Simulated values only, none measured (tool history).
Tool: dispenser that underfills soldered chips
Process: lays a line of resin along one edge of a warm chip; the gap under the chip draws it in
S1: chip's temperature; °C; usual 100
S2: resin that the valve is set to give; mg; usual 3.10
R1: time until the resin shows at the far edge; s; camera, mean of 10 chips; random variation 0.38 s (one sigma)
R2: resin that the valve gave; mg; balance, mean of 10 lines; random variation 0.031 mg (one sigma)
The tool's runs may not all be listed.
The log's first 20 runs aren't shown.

run 21 hour=71.0 | S1=100 S2=3.10 | R1=40.3 R2=2.87
run 22 hour=73.7 | S1=95 S2=2.64 | R1=57.5 R2=2.45
-- hour=77.2 new syringe of resin
run 23 hour=77.6 | S1=95 S2=2.64 | R1=28.7 R2=2.47
run 24 hour=79.8 | S1=97 S2=3.00 | R1=29.8 R2=2.82
run 25 hour=84.2 | S1=113 S2=3.61 | R1=25.4 R2=3.43
run 26 hour=87.0 | S1=110 S2=2.92 | R1=33.1 R2=2.73
run 27 hour=90.2 | S1=110 S2=2.92 | R1=39.4 R2=2.67
-- hour=92.8 new syringe of resin
run 28 hour=93.3 | S1=110 S2=2.92 | R1=20.0 R2=2.72
run 29 hour=97.5 | S1=110 S2=2.92 | R1=24.7 R2=2.72
run 30 hour=101.5 | S1=110 S2=2.92 | R1=31.5 R2=2.70
run 31 hour=105.4 | S1=110 S2=2.92 | R1=39.6 R2=2.71
-- hour=108.4 new syringe of resin
run 32 hour=109.8 | S1=113 S2=2.73 | R1=19.9 R2=2.50

Forecast run 33:
run 33 hour=114.5 | S1=87 S2=3.23 | R1=? R2=?

Run 33 gave R1 46.4 s, R2 3.05 mg.
Without the tool's hidden state the same run would have given R1 31.9 s, R2 3.29 mg.
